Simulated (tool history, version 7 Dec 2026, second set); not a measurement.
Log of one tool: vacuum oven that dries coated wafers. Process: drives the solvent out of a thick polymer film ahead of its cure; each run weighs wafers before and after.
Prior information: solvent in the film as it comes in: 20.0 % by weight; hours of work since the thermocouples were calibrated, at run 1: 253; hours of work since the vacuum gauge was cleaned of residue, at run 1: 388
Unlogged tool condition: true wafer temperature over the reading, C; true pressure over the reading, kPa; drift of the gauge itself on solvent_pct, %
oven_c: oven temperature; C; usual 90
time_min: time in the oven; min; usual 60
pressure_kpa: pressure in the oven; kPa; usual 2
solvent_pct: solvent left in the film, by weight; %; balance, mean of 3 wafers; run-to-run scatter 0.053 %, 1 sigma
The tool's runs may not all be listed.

| run | hour | oven_c | time_min | pressure_kpa | hours of work since the thermocouples were calibrated | hours of work since the vacuum gauge was cleaned of residue | solvent_pct |
|---|---|---|---|---|---|---|---|
| 1 | 0 | 90 | 60 | 2 | 253 | 388 | 2.02 |
| 2 | 24.3 | 93 | 60 | 2 | 272 | 407 | 1.64 |
| 3 | 55.2 | 90 | 38 | 2 | 296 | 431 | 3.55 |
| 4 | 78.4 | 90 | 60 | 2 | 313 | 448 | 2.02 |
| 5 | 96.6 | 90 | 60 | 2 | 327 | 462 | 2 |
| 6 | 119.7 | 90 | 60 | 2 | 345 | 480 | 1.91 |
| 7 | 139.3 | 90 | 60 | 2 | 360 | 495 | 2.03 |
| 8 | 161 | 90 | 60 | 2 | 377 | 512 | 2.06 |
| 9 | 188.2 | 90 | 60 | 2 | 398 | 533 | 2.08 |
| 10 | 212.7 | 90 | 60 | 2 | 417 | 552 | 2.06 |
| 11 | 229.1 | 90 | 60 | 2 | 429 | 564 | 1.98 |
| 12 | 246.8 | 91 | 60 | 2 | 443 | 578 | 1.85 |
| 13 | 265.2 | 91 | 39 | 2 | 457 | 592 | 3.19 |
| 14 | 299.6 | 91 | 39 | 2 | 484 | 619 | 3.28 |
| 15 | 331.5 | 91 | 39 | 2 | 508 | 643 | 3.22 |
| 16 | 353.6 | 91 | 39 | 2 | 525 | 660 | 3.25 |
| 17 | 369.8 | 96 | 60 | 2 | 538 | 673 | 1.38 |
| 18 | 385.6 | 96 | 60 | 2 | 550 | 685 | 1.23 |
| 19 | 400.3 | 96 | 60 | 2 | 561 | 696 | 1.28 |
| 20 | 434.3 | 85 | 60 | 2.01 | 587 | 722 | 3.22 |
| 21 | 466.2 | 81 | 60 | 4.18 | 612 | 747 | 6.18 |
| 22 | 490.9 | 76 | 60 | 1.18 | 631 | 766 | 5.69 |
| 23 | 518.7 | 84 | 89 | 1.18 | 652 | 787 | 1.82 |
| 24 | 540.3 | 93 | 52 | 1.3 | 669 | 804 | 1.74 |
| 25 | 562.4 | 90 | 60 | 1.43 | 686 | 821 | 1.79 |
| 26 | 582.8 | 90 | 60 | 1.43 | 702 | 837 | 1.81 |
| 27 | 605 | 90 | 60 | 1.43 | 719 | 854 | 1.83 |
| 28 | 635.2 | 95 | 49 | 2 | 742 | 877 | 1.83 |
| 29 | 662.1 | 77 | 70 | 2.59 | 763 | 898 | 6.11 |
| 30 | 677.4 | 101 | 65 | 2.3 | 775 | 910 | 1.08 |

For each run, the measured value with the value that run would have given without the tool's hidden condition subtracted. The run-to-run variation is shared by both, the gauge scatter possibly not:
| run | solvent_pct |
|---|---|
| 1 | +0.21 |
| 2 | +0.18 |
| 3 | +0.32 |
| 4 | +0.24 |
| 5 | +0.24 |
| 6 | +0.25 |
| 7 | +0.26 |
| 8 | +0.27 |
| 9 | +0.29 |
| 10 | +0.29 |
| 11 | +0.29 |
| 12 | +0.28 |
| 13 | +0.38 |
| 14 | +0.4 |
| 15 | +0.42 |
| 16 | +0.43 |
| 17 | +0.23 |
| 18 | +0.23 |
| 19 | +0.24 |
| 20 | +0.5 |
| 21 | +0.68 |
| 22 | +0.72 |
| 23 | +0.44 |
| 24 | +0.37 |
| 25 | +0.41 |
| 26 | +0.41 |
| 27 | +0.42 |
| 28 | +0.37 |
| 29 | +0.86 |
| 30 | +0.21 |
